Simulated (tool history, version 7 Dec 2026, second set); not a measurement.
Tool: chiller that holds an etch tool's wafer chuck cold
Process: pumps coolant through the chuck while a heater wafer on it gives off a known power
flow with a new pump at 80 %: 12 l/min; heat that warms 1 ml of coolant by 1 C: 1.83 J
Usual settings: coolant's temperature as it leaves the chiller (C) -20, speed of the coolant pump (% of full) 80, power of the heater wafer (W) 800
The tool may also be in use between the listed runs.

run,hour,coolant's temperature as it leaves the chiller (C),speed of the coolant pump (% of full),power of the heater wafer (W),chuck's temperature once it has settled (C),how much warmer the coolant comes back (C)
1,0,-20,80,800,-9.9,2.35
2,128.1,-20,80,947,-7.8,2.78
3,269.9,-23,80,800,-12.5,2.31
4,456.4,-23,80,800,-12.6,2.36
5,660.3,-23,80,800,-12.5,2.38
6,830.1,-23,80,800,-12.3,2.46
7,1036.4,-20,80,800,-9.3,2.41
8,1201.2,-20,80,800,-9.2,2.53
# hour 1276.3: chiller's thermometer calibrated
9,1332.4,-20,78,800,-9.7,2.54
10,1448.3,-20,78,800,-9.6,2.55
11,1563.3,-20,78,800,-9.5,2.52

Run 12 comes next. What will it give?
12,1752.8,-11,73,621,?,?

{"run 12": {"chuck's temperature once it has settled (C)": -2.5, "how much warmer the coolant comes back (C)": 2.11}}
Without the tool's hidden state the same run would have given chuck's temperature once it has settled (C) -3.8, how much warmer the coolant comes back (C) 1.85.
